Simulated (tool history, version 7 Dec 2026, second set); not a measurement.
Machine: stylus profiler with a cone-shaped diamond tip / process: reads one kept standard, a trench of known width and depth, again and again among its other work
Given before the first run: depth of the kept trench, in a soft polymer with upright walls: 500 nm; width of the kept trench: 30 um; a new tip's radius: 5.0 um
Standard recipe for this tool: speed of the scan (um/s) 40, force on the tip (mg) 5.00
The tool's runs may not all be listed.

run   hour  speed of the scan (um/s)  force on the tip (mg)  depth of the trench (nm)  width of the trench's floor (nm)
  1    0.0                        40                   5.00                    511.92                             24990
  2   37.2                        40                   5.00                    511.78                             24890
  3   81.0                        40                   5.00                    511.56                             24880
  4  114.5                        40                   3.70                    509.41                             24790
  5  161.7                        40                   5.00                    511.67                             24910
  6  184.8                        40                   5.00                    511.79                             24880
  7  227.2                        40                   5.00                    511.62                             24880
  8  255.3                        40                   5.00                    511.52                             24800
  9  286.5                        58                   5.00                    511.40                             24720
 10  329.3                        58                   5.00                    511.46                             24730
 11  372.1                        58                   5.00                    511.14                             24740
 12  416.7                        40                   7.17                    514.85                             24720
 13  442.9                        17                   3.23                    507.98                             24800
 14  469.1                        17                   3.23                    508.00                             24790
 15  490.0                       147                   7.32                    515.23                             24470
 16  540.5                       100                   2.13                    505.53                             24360
 17  580.1                       131                   5.32                    511.85                             24440
     583.8  -- height scale calibrated on a step standard
 18  612.2                        42                   3.78                    508.02                             24630
 19  644.9                        10                   6.21                    511.98                             24720
 20  666.8                        85                   8.92                    516.18                             24600
 21  688.6                        40                   3.31                    506.78                             24670
 22  710.2                        14                  12.56                    521.03                             24740
 23  751.8                        30                   6.10                    511.81                             24680
 24  790.0                        30                   6.10                    511.71                             24640

Branching from run 24: 5 alternative next runs. What would each branch give?
  A  814.3                        84                   5.00                         ?                                 ?
  B  814.3                        30                   3.77                         ?                                 ?
  C  814.3                       144                   5.00                         ?                                 ?
  D  814.3                        82                   6.67                         ?                                 ?
  E  814.3                        40                   2.46                         ?                                 ?

run  depth of the trench (nm)  width of the trench's floor (nm)
  A                    509.81                             24470
  B                    507.71                             24620
  C                    509.47                             24270
  D                    512.58                             24480
  E                    505.02                             24520
Take away the tool's hidden state, keep each run's random variation, and the runs would have read:
run  depth of the trench (nm)  width of the trench's floor (nm)
  A                    513.01                             25410
  B                    510.90                             25550
  C                    512.67                             25210
  D                    515.80                             25410
  E                    508.19                             25460
